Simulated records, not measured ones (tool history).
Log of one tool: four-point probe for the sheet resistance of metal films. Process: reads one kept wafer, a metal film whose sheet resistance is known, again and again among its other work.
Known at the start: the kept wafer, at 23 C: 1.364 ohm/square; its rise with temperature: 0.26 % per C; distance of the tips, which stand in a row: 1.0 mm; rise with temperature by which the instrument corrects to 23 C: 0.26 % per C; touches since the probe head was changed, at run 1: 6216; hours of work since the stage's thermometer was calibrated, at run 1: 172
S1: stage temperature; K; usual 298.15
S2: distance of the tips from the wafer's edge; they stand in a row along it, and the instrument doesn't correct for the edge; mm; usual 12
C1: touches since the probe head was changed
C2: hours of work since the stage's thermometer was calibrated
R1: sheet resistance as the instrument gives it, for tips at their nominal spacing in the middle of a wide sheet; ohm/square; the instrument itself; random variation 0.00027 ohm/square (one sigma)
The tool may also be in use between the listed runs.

run   hour      S1  S2     C1   C2        R1
  1      0  298.15  12   6216  172  1.368603
  2   23.2  298.15  12   6487  181  1.369008
  3   44.3  298.15  12   6735  190  1.368809
  4   59.2  298.15  12   6909  196  1.369126
  5   81.3  298.15  12   7167  205  1.368819
  6   93.1  298.15  12   7306  209  1.368683
  7  103.4  298.15  18   7427  213  1.366191
  8  124.9  298.15  41   7677  222  1.364287
  9  134.7  298.15   8   7793  226  1.374759
 10  155.7  298.15  17   8038  235  1.366855
 11    166  298.15  12   8159  239   1.36936
 12  180.8  298.15  12   8331  245  1.368698
 13    201  298.15   5   8568  253  1.392538
 14  217.5  298.15   4   8761  260  1.408286
 15  232.7  301.15  11   8939  266  1.370426
 16  243.1  304.15  13   9060  270  1.368405
     245.3  -- stage's thermometer calibrated
 17  258.7  304.15  13   9238    5  1.368519
 18  272.3  304.15  13   9397   11  1.368584
 19  283.1  304.15  13   9523   15   1.36869
 20  303.5  301.15   9   9762   23  1.372948
 21  320.2  302.15   4   9957   30  1.408376
 22    332  302.15   4  10095   35  1.408913
 23  353.7  301.15   9  10349   44  1.372986
 24  368.1  301.15   9  10518   50  1.373336
 25  380.6  301.15   9  10664   55  1.372782
     382.1  -- stage's thermometer calibrated, once more
 26  391.2  301.15  33  10783    4  1.364443

Forecast each of these 4 alternatives for the next run:
  A  407.7  301.15  23  10975  10   ?
  B  407.7  301.15   7  10975  10   ?
  C  407.7  305.15  34  10975  10   ?
  D  407.7  301.15   7  10975  10   ?

run        R1
  A  1.365284
  B  1.378673
  C  1.364629
  D  1.378806
Without the tool's hidden state the same runs would have given:
run        R1
  A  1.365275
  B  1.378665
  C  1.364624
  D  1.378797
